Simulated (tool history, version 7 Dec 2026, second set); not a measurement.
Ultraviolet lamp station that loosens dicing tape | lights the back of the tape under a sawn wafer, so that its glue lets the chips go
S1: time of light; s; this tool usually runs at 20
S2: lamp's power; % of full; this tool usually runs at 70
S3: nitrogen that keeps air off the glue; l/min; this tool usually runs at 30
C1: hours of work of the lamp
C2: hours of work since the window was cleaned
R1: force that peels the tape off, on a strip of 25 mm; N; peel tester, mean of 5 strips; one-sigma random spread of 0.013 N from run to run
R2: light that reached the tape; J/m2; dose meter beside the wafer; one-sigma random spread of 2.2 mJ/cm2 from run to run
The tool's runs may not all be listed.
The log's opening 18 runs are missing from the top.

run,hour,S1,S2,S3,C1,C2,R1,R2
19,216.3,39,76,39,168,375,0.214,4000
20,229.4,20,70,30,174,381,0.553,1890
21,242.1,20,70,30,181,388,0.594,1860
22,250.9,20,70,30,185,393,0.581,1920
23,258.3,20,70,30,189,396,0.609,1890
24,267.8,26,81,43,194,401,0.243,2830
25,277.8,26,81,43,199,406,0.255,2890
26,293.3,29,79,44,207,414,0.236,3100
27,303,27,82,10,212,419,0.503,2980
28,316,20,88,32,219,426,0.357,2330
# hour 320.7: window cleaned of glue's vapour
29,332.6,20,70,29,227,6,0.604,1860
30,347.2,29,67,30,235,14,0.314,2640
31,362.1,29,67,30,242,21,0.313,2620
32,377.1,29,67,30,250,29,0.322,2630
33,384.8,38,100,30,254,33,0.212,5110
34,398.2,38,100,58,261,40,0.203,5090
35,409.2,38,81,9,267,46,0.296,4140
36,421.4,38,61,9,273,52,0.492,3130
37,435.6,35,78,19,280,59,0.257,3710
38,443.7,24,89,28,285,63,0.288,2870
39,459.5,20,70,33,293,72,0.545,1860
40,472.1,20,70,33,299,78,0.569,1910
41,479.7,12,84,60,303,82,0.775,1390
42,494,12,84,60,311,89,0.76,1330
43,509.8,12,66,23,319,98,1.894,1070

Consider 4 possible next runs. They are alternatives, not a sequence: every one starts from the tool as it was left by run 43. What does each give?
A,519.7,25,65,55,324,103,?,?
B,519.7,20,96,32,324,103,?,?
C,519.7,20,70,30,324,103,?,?
D,519.7,10,70,30,324,103,?,?

run,R1,R2
A,0.323,2200
B,0.325,2570
C,0.602,1910
D,2.02,920
Without the tool's unlogged condition, the same runs would have read:
run,R1,R2
A,0.322,2210
B,0.325,2570
C,0.601,1910
D,2.017,920
